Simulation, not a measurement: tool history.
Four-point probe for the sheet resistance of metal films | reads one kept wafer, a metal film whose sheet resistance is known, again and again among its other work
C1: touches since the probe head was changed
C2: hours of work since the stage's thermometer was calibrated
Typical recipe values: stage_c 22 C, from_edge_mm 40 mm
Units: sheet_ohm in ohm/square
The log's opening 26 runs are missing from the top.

run 27 day=15.542 | stage_c=34 from_edge_mm=6 | C1=7263 C2=1600 | sheet_ohm=0.086153
run 28 day=16.083 | stage_c=28 from_edge_mm=17 | C1=7450 C2=1606 | sheet_ohm=0.085432
run 29 day=16.508 | stage_c=24 from_edge_mm=21 | C1=7596 C2=1611 | sheet_ohm=0.085143
run 30 day=17.038 | stage_c=33 from_edge_mm=70 | C1=7778 C2=1616 | sheet_ohm=0.085767
run 31 day=17.567 | stage_c=19 from_edge_mm=11 | C1=7959 C2=1622 | sheet_ohm=0.084819
run 32 day=18.238 | stage_c=19 from_edge_mm=16 | C1=8189 C2=1629 | sheet_ohm=0.084790
run 33 day=18.862 | stage_c=19 from_edge_mm=16 | C1=8403 C2=1636 | sheet_ohm=0.084795
run 34 day=19.204 | stage_c=32 from_edge_mm=7 | C1=8521 C2=1639 | sheet_ohm=0.085954
run 35 day=19.738 | stage_c=21 from_edge_mm=36 | C1=8704 C2=1645 | sheet_ohm=0.084914
run 36 day=20.108 | stage_c=22 from_edge_mm=4 | C1=8831 C2=1649 | sheet_ohm=0.085693
run 37 day=20.954 | stage_c=25 from_edge_mm=33 | C1=9122 C2=1658 | sheet_ohm=0.085193
run 38 day=21.454 | stage_c=20 from_edge_mm=3 | C1=9292 C2=1663 | sheet_ohm=0.086078

Run 39, settings as shown, results not yet in. Your forecast:
run 39 day=21.854 | stage_c=30 from_edge_mm=3 | C1=9430 C2=1667 | sheet_ohm=?

{"run 39": {"sheet_ohm": 0.086808}}
Were there no unlogged condition in the tool, this run, its random variation unchanged, would have produced sheet_ohm 0.087079 ohm/square.
